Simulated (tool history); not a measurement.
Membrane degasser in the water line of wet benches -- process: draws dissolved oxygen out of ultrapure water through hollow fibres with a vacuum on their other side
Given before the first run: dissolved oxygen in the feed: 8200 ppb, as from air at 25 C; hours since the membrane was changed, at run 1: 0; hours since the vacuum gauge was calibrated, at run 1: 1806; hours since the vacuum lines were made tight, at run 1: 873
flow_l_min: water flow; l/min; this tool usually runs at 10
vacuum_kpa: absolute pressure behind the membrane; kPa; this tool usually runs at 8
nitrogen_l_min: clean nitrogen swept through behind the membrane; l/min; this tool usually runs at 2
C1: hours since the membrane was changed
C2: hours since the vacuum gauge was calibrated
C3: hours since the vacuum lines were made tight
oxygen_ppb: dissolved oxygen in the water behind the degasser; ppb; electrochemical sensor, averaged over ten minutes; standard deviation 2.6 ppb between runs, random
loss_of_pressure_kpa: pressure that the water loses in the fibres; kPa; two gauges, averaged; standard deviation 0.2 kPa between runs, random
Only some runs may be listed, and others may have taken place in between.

Run 1, hour 0: usual settings; C1 0; C2 1806; C3 873. Result: oxygen_ppb 256.3 ppb, loss_of_pressure_kpa 45.54 kPa.
Run 2, hour 272.2: usual settings; C1 272; C2 2079; C3 1145. Result: oxygen_ppb 253.1 ppb, loss_of_pressure_kpa 45.64 kPa.
Run 3, hour 453.1: usual settings; C1 453; C2 2260; C3 1326. Result: oxygen_ppb 259.8 ppb, loss_of_pressure_kpa 45.78 kPa.
Run 4, hour 784.2: usual settings; C1 784; C2 2591; C3 1657. Result: oxygen_ppb 256.4 ppb, loss_of_pressure_kpa 45.39 kPa.
Run 5, hour 1126.1: usual settings; C1 1126; C2 2932; C3 1999. Result: oxygen_ppb 261.7 ppb, loss_of_pressure_kpa 45.57 kPa.
At hour 1306.7: vacuum gauge calibrated.
Run 6, hour 1387.1: usual settings; C1 1387; C2 80; C3 2260. Result: oxygen_ppb 258.4 ppb, loss_of_pressure_kpa 46.06 kPa.
Run 7, hour 1716.2: usual settings; C1 1716; C2 409; C3 2589. Result: oxygen_ppb 255.3 ppb, loss_of_pressure_kpa 45.97 kPa.
Run 8, hour 1947: usual settings; C1 1946; C2 640; C3 2819. Result: oxygen_ppb 253.8 ppb, loss_of_pressure_kpa 46.35 kPa.
Run 9, hour 2107.3: usual settings; C1 2107; C2 801; C3 2980. Result: oxygen_ppb 263.6 ppb, loss_of_pressure_kpa 46.08 kPa.
Run 10, hour 2323.8: usual settings; C1 2323; C2 1017; C3 3196. Result: oxygen_ppb 259.3 ppb, loss_of_pressure_kpa 46.13 kPa.
Run 11, hour 2574.3: usual settings; C1 2574; C2 1268; C3 3447. Result: oxygen_ppb 253.5 ppb, loss_of_pressure_kpa 46.48 kPa.
Run 12, hour 2889.6: usual settings; C1 2889; C2 1583; C3 3762. Result: oxygen_ppb 260.6 ppb, loss_of_pressure_kpa 46.63 kPa.
Run 13, hour 3181.1: usual settings but nitrogen_l_min 2.52 l/min; C1 3181; C2 1874; C3 4053. Result: oxygen_ppb 248.3 ppb, loss_of_pressure_kpa 46.92 kPa.
At hour 3377.8: gauge calibrated.
Run 14, hour 3470.5: usual settings but flow_l_min 12 l/min; C1 3470; C2 2164; C3 4343. Result: oxygen_ppb 367.3 ppb, loss_of_pressure_kpa 54.53 kPa.
Run 15, hour 3674: usual settings but flow_l_min 12 l/min; C1 3673; C2 2367; C3 4546. Result: oxygen_ppb 361.7 ppb, loss_of_pressure_kpa 54.78 kPa.
Run 16, hour 3867.5: usual settings; C1 3867; C2 2561; C3 4740. Result: oxygen_ppb 262.3 ppb, loss_of_pressure_kpa 45.94 kPa.
Run 17, hour 4108.7: usual settings; C1 4108; C2 2802; C3 4981. Result: oxygen_ppb 259.3 ppb, loss_of_pressure_kpa 45.76 kPa.
Run 18, hour 4327.5: usual settings; C1 4327; C2 3021; C3 5200. Result: oxygen_ppb 260.3 ppb, loss_of_pressure_kpa 45.59 kPa.
At hour 4398.1: vacuum gauge calibrated.
Run 19, hour 4602: usual settings but flow_l_min 6 l/min, vacuum_kpa 5.52 kPa, nitrogen_l_min 1.23 l/min; C1 4601; C2 204; C3 5474. Result: oxygen_ppb 81.4 ppb, loss_of_pressure_kpa 27.82 kPa.
Run 20, hour 4814.7: usual settings but flow_l_min 14 l/min, vacuum_kpa 10.44 kPa, nitrogen_l_min 0.97 l/min; C1 4814; C2 417; C3 5687. Result: oxygen_ppb 613.3 ppb, loss_of_pressure_kpa 64.17 kPa.
Run 21, hour 5144.4: usual settings but flow_l_min 15 l/min, vacuum_kpa 11.81 kPa, nitrogen_l_min 2.91 l/min; C1 5143; C2 746; C3 6016. Result: oxygen_ppb 537.7 ppb, loss_of_pressure_kpa 68.7 kPa.
Run 22, hour 5417.1: usual settings but flow_l_min 15 l/min, vacuum_kpa 11.81 kPa, nitrogen_l_min 2.91 l/min; C1 5416; C2 1019; C3 6289. Result: oxygen_ppb 549.7 ppb, loss_of_pressure_kpa 69.48 kPa.
Run 23, hour 5709.8: usual settings but flow_l_min 15 l/min, vacuum_kpa 11.81 kPa, nitrogen_l_min 2.91 l/min; C1 5709; C2 1312; C3 6582. Result: oxygen_ppb 542.5 ppb, loss_of_pressure_kpa 69.71 kPa.
Run 24, hour 6044.1: usual settings but nitrogen_l_min 0.97 l/min; C1 6043; C2 1646; C3 6916. Result: oxygen_ppb 315.7 ppb, loss_of_pressure_kpa 46.35 kPa.
Run 25, hour 6343.1: usual settings but flow_l_min 6 l/min, vacuum_kpa 5.51 kPa, nitrogen_l_min 0.97 l/min; C1 6342; C2 1945; C3 7215. Result: oxygen_ppb 89.5 ppb, loss_of_pressure_kpa 27.81 kPa.
Run 26, hour 6626.6: usual settings but vacuum_kpa 5.69 kPa, nitrogen_l_min 2.13 l/min; C1 6626; C2 2229; C3 7499. Result: oxygen_ppb 232.2 ppb, loss_of_pressure_kpa 46.49 kPa.
Run 27, hour 6941.5: usual settings but flow_l_min 7 l/min, nitrogen_l_min 1.52 l/min; C1 6941; C2 2543; C3 7813. Result: oxygen_ppb 136.5 ppb, loss_of_pressure_kpa 32.65 kPa.
Run 28, hour 7101.3: usual settings but flow_l_min 7 l/min, vacuum_kpa 5.97 kPa, nitrogen_l_min 1.47 l/min; C1 7100; C2 2703; C3 7973. Result: oxygen_ppb 117.2 ppb, loss_of_pressure_kpa 32.99 kPa.
Run 29, hour 7390.3: usual settings but flow_l_min 6 l/min, vacuum_kpa 8.53 kPa; C1 7389; C2 2992; C3 8262. Result: oxygen_ppb 93.2 ppb, loss_of_pressure_kpa 28.28 kPa.
At hour 7484.2: vacuum gauge calibrated.
Run 30, hour 7647: usual settings but flow_l_min 12 l/min, vacuum_kpa 7.49 kPa; C1 7645; C2 163; C3 8518. Result: oxygen_ppb 355.8 ppb, loss_of_pressure_kpa 56.23 kPa.
Run 31, hour 7893.5: usual settings but flow_l_min 12 l/min, vacuum_kpa 7.49 kPa; C1 7892; C2 409; C3 8765. Result: oxygen_ppb 355.5 ppb, loss_of_pressure_kpa 56.84 kPa.
At hour 8155: seals of the vacuum lines changed.
Run 32, hour 8188.9: usual settings but flow_l_min 15 l/min, vacuum_kpa 7.95 kPa, nitrogen_l_min 2.16 l/min; C1 8185; C2 703; C3 34. Result: oxygen_ppb 523.7 ppb, loss_of_pressure_kpa 70.79 kPa.

Consider 3 possible next runs. They are alternatives, not a sequence: every one starts from the tool as it was left by run 32. What does each give?
Run A, hour 8501.8: usual settings but flow_l_min 6 l/min, vacuum_kpa 14.33 kPa, nitrogen_l_min 1.05 l/min; C1 8498; C2 1016; C3 347. Result: oxygen_ppb ?, loss_of_pressure_kpa ?.
Run B, hour 8501.8: usual settings but flow_l_min 11 l/min, vacuum_kpa 5.97 kPa, nitrogen_l_min 1.22 l/min; C1 8498; C2 1016; C3 347. Result: oxygen_ppb ?, loss_of_pressure_kpa ?.
Run C, hour 8501.8: usual settings but flow_l_min 15 l/min, vacuum_kpa 15.16 kPa, nitrogen_l_min 2.16 l/min; C1 8498; C2 1016; C3 347. Result: oxygen_ppb ?, loss_of_pressure_kpa ?.

run  oxygen_ppb  loss_of_pressure_kpa
  A       205.4                 28.23
  B       314.3                  52.1
  C       622.6                 71.17
Take away the tool's hidden state, keep each run's random variation, and the runs would have read:
run  oxygen_ppb  loss_of_pressure_kpa
  A       205.1                 27.15
  B       313.4                 50.11
  C       621.4                 68.45
